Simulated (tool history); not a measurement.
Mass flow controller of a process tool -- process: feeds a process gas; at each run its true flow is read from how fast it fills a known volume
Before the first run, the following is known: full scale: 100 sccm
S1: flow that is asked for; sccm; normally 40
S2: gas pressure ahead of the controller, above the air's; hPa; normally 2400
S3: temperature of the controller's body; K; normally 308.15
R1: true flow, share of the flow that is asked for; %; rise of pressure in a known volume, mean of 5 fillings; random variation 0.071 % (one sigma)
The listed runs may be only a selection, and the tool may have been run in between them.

run	hour	S1	S2	S3	R1
1	0.0	40	2400	308.15	98.51
2	98.7	40	2400	308.15	98.41
3	162.6	40	1550	308.15	98.97
4	292.9	40	2400	308.15	98.38
5	389.1	40	2400	308.15	98.38
6	448.9	40	2400	308.15	98.39
7	579.3	40	2400	308.15	98.33
8	700.2	40	2400	308.15	98.15
9	804.1	40	2400	308.15	98.03
10	879.3	96	2400	308.15	99.16
11	993.1	40	1580	308.15	98.43
12	1101.1	40	1580	308.15	98.43
# hour 1182.2: controller's zero set anew
13	1208.6	38	2400	308.15	99.37
14	1297.6	40	2400	308.15	99.49
15	1435.8	40	2400	305.15	99.01
16	1539.3	40	2400	305.15	98.89
17	1599.1	40	2400	305.15	98.93
18	1666.6	40	2400	303.15	98.75
19	1792.5	40	2400	303.15	98.62
20	1850.8	40	2400	308.15	99.15
21	1940.0	40	2400	308.15	99.11
22	2073.1	40	2400	308.15	98.98
23	2137.2	40	2400	308.15	99.21
24	2228.7	17	1530	312.15	99.60
25	2352.5	40	2730	305.15	98.48
26	2447.9	34	2400	308.15	98.90
27	2588.6	34	2400	308.15	98.86
28	2688.9	34	2400	308.15	98.70
29	2772.2	34	2400	308.15	98.72
30	2888.7	61	1730	310.15	99.52
31	2952.3	51	1730	299.15	98.16
32	3041.7	51	1730	299.15	98.20
33	3169.6	51	1730	299.15	98.23
34	3281.9	48	1520	308.15	98.95
35	3354.4	48	1520	308.15	99.06
36	3458.2	48	1520	308.15	99.14
37	3569.2	35	1880	308.15	98.68
38	3670.4	32	2350	294.15	96.51
39	3748.1	11	2350	297.15	95.42
40	3883.4	11	2350	297.15	95.11
41	3954.9	11	2350	297.15	95.14
42	4078.3	85	1440	306.15	99.06
43	4144.9	14	2400	302.15	96.02
44	4250.4	54	1730	302.15	98.07
45	4310.9	54	1730	302.15	98.00
46	4421.1	54	1730	302.15	97.94

Alternative continuations, all from the tool just after run 46; predict every row:
A	4481.1	54	2630	308.15	?
B	4481.1	40	2400	295.15	?
C	4481.1	15	2710	296.15	?
D	4481.1	40	2130	307.15	?
E	4481.1	17	2380	313.15	?

run	R1
A	98.00
B	96.42
C	94.94
D	98.17
E	97.53
Without the tool's unlogged condition, the same runs would have read:
run	R1
A	100.54
B	99.16
C	98.99
D	100.92
E	101.33

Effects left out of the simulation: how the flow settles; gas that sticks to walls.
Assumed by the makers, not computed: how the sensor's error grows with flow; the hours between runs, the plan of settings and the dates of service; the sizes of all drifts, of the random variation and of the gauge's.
